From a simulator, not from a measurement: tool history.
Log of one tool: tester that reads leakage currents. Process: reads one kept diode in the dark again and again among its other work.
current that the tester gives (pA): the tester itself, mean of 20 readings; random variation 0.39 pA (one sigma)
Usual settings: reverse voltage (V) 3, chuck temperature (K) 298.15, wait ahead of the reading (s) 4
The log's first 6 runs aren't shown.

run,hour,reverse voltage (V),chuck temperature (K),wait ahead of the reading (s),hours of work since the probe card was cleaned,hours of work since the tester was calibrated,hours of work since the chuck was calibrated,current that the tester gives (pA)
7,183.9,2.02,298.15,4,287,877,1724,87.18
8,222.6,2.02,298.15,4,317,906,1753,87.06
9,257.7,2.02,298.15,4,343,933,1779,87
10,279.7,2.02,298.15,4,360,949,1796,86.54
11,303.9,2.02,298.15,4,378,968,1815,86.5
12,336.9,3,298.15,4,403,993,1840,107.87
13,356.1,5.93,298.15,4,418,1007,1854,158.15
14,375,5.93,298.15,4,432,1022,1868,156.99
15,391.9,3,298.15,4,445,1034,1881,107.48
16,427.9,3,298.15,4,472,1062,1908,107.7
17,449.7,3,298.15,1.38,489,1078,1925,107.85
18,490.2,3,298.15,1.38,520,1109,1956,106.8
19,523.7,3,298.15,1.38,545,1134,1981,107.24
20,560,3,298.15,1.38,572,1162,2009,106.44
# hour 571: chuck's temperature calibrated
21,588.4,4.78,298.15,1.59,592,1182,13,175.15

Run 22 comes next. What will it give?
22,624.4,4.78,298.15,1.59,620,1209,40,?

{"run 22": {"current that the tester gives (pA)": 175.07}}
Without the tool's hidden state the same run would have given current that the tester gives (pA) 169.34.
